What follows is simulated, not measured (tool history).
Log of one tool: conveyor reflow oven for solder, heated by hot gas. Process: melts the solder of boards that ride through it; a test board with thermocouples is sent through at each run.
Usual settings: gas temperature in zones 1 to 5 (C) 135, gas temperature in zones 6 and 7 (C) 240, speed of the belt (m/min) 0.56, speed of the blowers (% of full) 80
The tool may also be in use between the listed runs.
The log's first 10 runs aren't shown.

run,hour,gas temperature in zones 1 to 5 (C),gas temperature in zones 6 and 7 (C),speed of the belt (m/min),speed of the blowers (% of full),hours of work since the flux was cleaned out,hours of work since the belt drive was overhauled,hours of work since the thermocouples were changed,highest temperature of the board (C),time above the solder's melting point (s)
11,459.1,135,240,0.56,54,66,235,457,214.7,52.6
12,509.6,135,240,0.56,80,96,266,488,221.7,58.9
13,572.5,135,240,0.56,80,134,304,526,221.4,58.7
14,610.3,135,240,0.56,80,157,327,549,220.8,58.5
15,670.5,132,240,0.56,80,194,363,585,220.8,56.8
16,718.1,132,240,0.56,80,222,392,614,220.3,56.7
# hour 753.5: flux residue cleaned out of gas plates and filters, once more
17,778.2,141,233,0.56,69,15,425,648,219.4,59.6
18,842.5,142,234,0.599,68,54,464,686,217.9,54.7
19,913.2,142,234,0.599,68,97,507,729,217.7,54.7
20,953.9,135,247,0.453,80,121,532,754,238.8,85.6
21,985.8,142,234,0.602,58,141,551,773,214.1,51.4
22,1058.4,142,234,0.602,58,185,595,817,214.2,51.2
23,1129,142,234,0.602,58,227,638,860,213.8,50.7
24,1190.3,142,234,0.602,58,265,675,897,213.6,50.8
25,1238.7,146,230,0.482,53,294,704,926,216.6,70.3
26,1300.1,142,237,0.482,53,331,742,964,222.3,73
27,1371.5,146,236,0.621,85,374,785,1007,220.8,56.7
28,1417.5,130,240,0.48,64,402,813,1035,226,71.6
29,1461.3,135,235,0.663,80,429,839,1061,214,44.3
# hour 1484.8: flux residue cleaned out of gas plates and filters
30,1502.2,135,235,0.663,80,11,861,1083,218.2,48.4
31,1531.6,128,235,0.486,80,28,879,1101,226.9,72

Forecast each of these 4 alternatives for the next run:
A,1590.6,128,229,0.634,80,64,914,1137,?,?
B,1590.6,128,244,0.526,50,64,914,1137,?,?
C,1590.6,135,245,0.56,52,64,914,1137,?,?
D,1590.6,128,235,0.486,53,64,914,1137,?,?

run,highest temperature of the board (C),time above the solder's melting point (s)
A,212.9,44.9
B,223.7,62.9
C,224.2,61.6
D,219.6,65.6
Without the tool's hidden state the same runs would have given:
run,highest temperature of the board (C),time above the solder's melting point (s)
A,210.9,42.1
B,221.3,59.1
C,221.7,58.1
D,217.2,61.6
